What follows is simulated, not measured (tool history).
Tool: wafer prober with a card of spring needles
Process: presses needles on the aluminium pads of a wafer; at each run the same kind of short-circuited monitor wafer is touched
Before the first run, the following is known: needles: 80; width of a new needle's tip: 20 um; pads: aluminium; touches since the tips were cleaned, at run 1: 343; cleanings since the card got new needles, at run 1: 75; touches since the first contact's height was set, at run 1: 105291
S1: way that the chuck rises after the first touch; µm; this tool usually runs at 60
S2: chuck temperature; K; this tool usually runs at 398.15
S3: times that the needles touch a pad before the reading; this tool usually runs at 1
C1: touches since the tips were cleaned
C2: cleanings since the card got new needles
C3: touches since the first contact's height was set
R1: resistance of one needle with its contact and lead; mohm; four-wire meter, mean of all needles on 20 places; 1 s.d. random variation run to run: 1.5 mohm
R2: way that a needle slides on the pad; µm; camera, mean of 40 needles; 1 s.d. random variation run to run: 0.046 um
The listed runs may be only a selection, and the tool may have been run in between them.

run   hour  S1      S2  S3    C1   C2      C3   R1     R2
  1    0.0  60  398.15   1   343   75  105291  154  11.05
       4.2  -- tips cleaned on abrasive film
  2    8.3  60  398.15   1  2921   76  111118  174  11.06
       9.1  -- tips cleaned on abrasive film
  3   12.7  60  398.15   1  2555   77  114185  174  11.08
      13.6  -- tips cleaned on abrasive film
      18.9  -- tips cleaned on abrasive film
  4   20.9  60  398.15   1  1430   79  119903  166  11.00
      24.0  -- tips cleaned on abrasive film
      28.8  -- tips cleaned on abrasive film
  5   29.5  60  398.15   1   489   81  125935  159  10.85
      33.6  -- tips cleaned on abrasive film
  6   36.0  60  398.15   1  1689   82  130477  170  10.98
      38.7  -- tips cleaned on abrasive film
      43.4  -- tips cleaned on abrasive film
  7   44.0  60  398.15   1   437   84  136051  157  10.91
      48.8  -- tips cleaned on abrasive film
  8   49.2  60  398.15   1   315   85  139714  155  10.93
      54.1  -- tips cleaned on abrasive film
      58.8  -- tips cleaned on abrasive film
  9   60.0  60  398.15   1   834   87  147272  159  10.93
      63.7  -- tips cleaned on abrasive film
      68.6  -- tips cleaned on abrasive film
 10   68.6  60  398.15   1     0   89  153265  155  10.85
      73.4  -- tips cleaned on abrasive film
 11   75.1  60  398.15   1  1209   90  157807  160  10.89
      78.0  -- tips cleaned on abrasive film
      83.0  -- tips cleaned on abrasive film
 12   85.7  60  398.15   1  1901   92  165260  168  10.73
      88.0  -- tips cleaned on abrasive film
 13   90.2  60  398.15   1  1505   93  168359  168  10.83
      92.7  -- tips cleaned on abrasive film
      97.7  -- tips cleaned on abrasive film
 14   97.7  60  398.15   1     0   95  173588  154  10.75
     102.5  -- tips cleaned on abrasive film
 15  103.8  60  398.15   1   907   96  177883  163  10.85
     107.4  -- tips cleaned on abrasive film
     109.3  -- height of the first contact set anew
     112.7  -- tips cleaned on abrasive film
 16  114.0  71  313.15   2   938   98    3311  136  13.46
     117.4  -- tips cleaned on abrasive film
     122.2  -- tips cleaned on abrasive film
 17  123.0  71  313.15   2   608  100    9589  134  13.48
     126.9  -- tips cleaned on abrasive film
     131.6  -- tips cleaned on abrasive film
 18  131.6  44  362.15   1     0  102   15609  157   8.30
     136.7  -- tips cleaned on abrasive film
 19  139.6  55  299.15   3  2133  103   21250  148  10.31
     141.5  -- tips cleaned on abrasive film
     146.3  -- tips cleaned on abrasive film
 20  147.1  56  304.15   3   566  105   26415  137  10.57
     150.9  -- tips cleaned on abrasive film
 21  152.9  56  308.15   1  1450  106   30501  157  10.49
     156.2  -- tips cleaned on abrasive film
 22  158.6  56  308.15   1  1665  107   34466  157  10.46
     160.9  -- tips cleaned on abrasive film
     165.9  -- tips cleaned on abrasive film
 23  166.1  60  303.15   1   135  109   39704  137  11.30
     170.7  -- tips cleaned on abrasive film
     175.6  -- tips cleaned on abrasive film
 24  176.5  73  349.15   1   589  111   46949  143  13.71
     180.2  -- tips cleaned on abrasive film
 25  183.6  73  313.15   2  2445  112   52009  143  13.63
     185.3  -- tips cleaned on abrasive film
     190.1  -- tips cleaned on abrasive film
 26  192.0  58  316.15   2  1355  114   57802  147  10.83
     194.9  -- tips cleaned on abrasive film
 27  197.1  57  398.15   1  1581  115   61424  173  10.71
     199.9  -- tips cleaned on abrasive film
 28  203.4  76  387.15   2  2514  116   65862  149  14.22
     205.4  -- tips cleaned on abrasive film
     210.5  -- tips cleaned on abrasive film
 29  212.8  61  372.15   2  1573  118   72363  155  11.42

Predict each of these 3 candidate next runs independently; none follows another, all start after run 29:
     215.5  -- tips cleaned on abrasive film
  A  218.3  61  298.15   2  2012  119  76268   ?   ?
     215.5  -- tips cleaned on abrasive film
  B  218.3  61  300.15   2  2012  119  76268   ?   ?
     215.5  -- tips cleaned on abrasive film
  C  218.3  76  317.15   1  2012  119  76268   ?   ?

run   R1     R2
  A  146  11.32
  B  146  11.30
  C  146  14.07
Take away the tool's hidden state, keep each run's random variation, and the runs would have read:
run   R1     R2
  A  128  11.57
  B  129  11.55
  C  127  14.32
